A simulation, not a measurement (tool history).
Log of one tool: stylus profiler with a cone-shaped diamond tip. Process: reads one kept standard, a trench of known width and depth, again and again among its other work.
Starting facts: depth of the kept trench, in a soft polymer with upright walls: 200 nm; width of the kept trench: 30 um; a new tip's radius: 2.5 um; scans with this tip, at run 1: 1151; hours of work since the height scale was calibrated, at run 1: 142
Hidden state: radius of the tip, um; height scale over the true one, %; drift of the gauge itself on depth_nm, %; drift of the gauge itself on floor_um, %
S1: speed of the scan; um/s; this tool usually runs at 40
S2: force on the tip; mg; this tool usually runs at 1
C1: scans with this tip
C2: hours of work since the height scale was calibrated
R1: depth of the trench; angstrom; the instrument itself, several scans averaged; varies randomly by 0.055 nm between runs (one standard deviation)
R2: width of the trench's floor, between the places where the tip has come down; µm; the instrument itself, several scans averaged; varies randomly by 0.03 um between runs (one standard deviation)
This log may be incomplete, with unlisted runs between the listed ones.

run 1 hour=0 | S1=40 S2=1 | C1=1151 C2=142 | R1=2017.4 R2=27.83
run 2 hour=13.4 | S1=40 S2=0.87 | C1=1198 C2=148 | R1=2016 R2=27.85
run 3 hour=29.4 | S1=40 S2=1.61 | C1=1254 C2=154 | R1=2024.1 R2=27.93
run 4 hour=43.7 | S1=40 S2=1.19 | C1=1304 C2=161 | R1=2020 R2=27.89
run 5 hour=70.7 | S1=40 S2=1.19 | C1=1398 C2=172 | R1=2018.9 R2=27.87
run 6 hour=93.2 | S1=40 S2=1.19 | C1=1477 C2=182 | R1=2019.5 R2=27.88
run 7 hour=117.5 | S1=40 S2=1.19 | C1=1561 C2=192 | R1=2020.7 R2=27.87
run 8 hour=145.7 | S1=33 S2=1 | C1=1660 C2=204 | R1=2017.7 R2=27.84
run 9 hour=174.6 | S1=40 S2=1 | C1=1760 C2=217 | R1=2017.8 R2=27.84
run 10 hour=187.2 | S1=40 S2=1 | C1=1804 C2=222 | R1=2018.1 R2=27.85
run 11 hour=216.7 | S1=131 S2=1 | C1=1908 C2=235 | R1=2017.5 R2=27.56
run 12 hour=246.2 | S1=131 S2=1 | C1=2010 C2=248 | R1=2018.5 R2=27.47
run 13 hour=258.9 | S1=131 S2=1 | C1=2055 C2=253 | R1=2019.2 R2=27.52
run 14 hour=279.6 | S1=131 S2=1 | C1=2127 C2=262 | R1=2018.9 R2=27.53
run 15 hour=309.6 | S1=131 S2=1 | C1=2231 C2=275 | R1=2018.3 R2=27.54
run 16 hour=326.8 | S1=40 S2=1 | C1=2292 C2=282 | R1=2018.7 R2=27.78
run 17 hour=354 | S1=31 S2=1 | C1=2386 C2=294 | R1=2017.6 R2=27.89
run 18 hour=382.4 | S1=31 S2=1 | C1=2486 C2=306 | R1=2019.1 R2=27.85
run 19 hour=410.4 | S1=40 S2=1 | C1=2583 C2=318 | R1=2018.4 R2=27.86
run 20 hour=423.4 | S1=119 S2=1.07 | C1=2629 C2=324 | R1=2018.9 R2=27.56
run 21 hour=451.4 | S1=30 S2=2.29 | C1=2726 C2=336 | R1=2030.2 R2=27.88
run 22 hour=470.9 | S1=40 S2=0.44 | C1=2794 C2=344 | R1=2012 R2=27.75
run 23 hour=501.7 | S1=11 S2=1.71 | C1=2902 C2=357 | R1=2025 R2=27.84
run 24 hour=530.3 | S1=11 S2=1.71 | C1=3001 C2=370 | R1=2025.3 R2=27.87
run 25 hour=550.6 | S1=38 S2=0.67 | C1=3072 C2=378 | R1=2013.6 R2=27.79
-- hour=553.5 height scale calibrated on a step standard
run 26 hour=566.2 | S1=38 S2=0.67 | C1=3125 C2=5 | R1=2015.1 R2=27.72
run 27 hour=594 | S1=68 S2=1.01 | C1=3222 C2=17 | R1=2019.6 R2=27.68

What will run 28 give?
run 28 hour=607.8 | S1=68 S2=1.01 | C1=3270 C2=23 | R1=? R2=?

{"run 28": {"R1": 2020.7, "R2": 27.67}}
Were there no unlogged condition in the tool, this run, its random variation unchanged, would have produced R1 2017.4 angstrom, R2 27.8 µm.

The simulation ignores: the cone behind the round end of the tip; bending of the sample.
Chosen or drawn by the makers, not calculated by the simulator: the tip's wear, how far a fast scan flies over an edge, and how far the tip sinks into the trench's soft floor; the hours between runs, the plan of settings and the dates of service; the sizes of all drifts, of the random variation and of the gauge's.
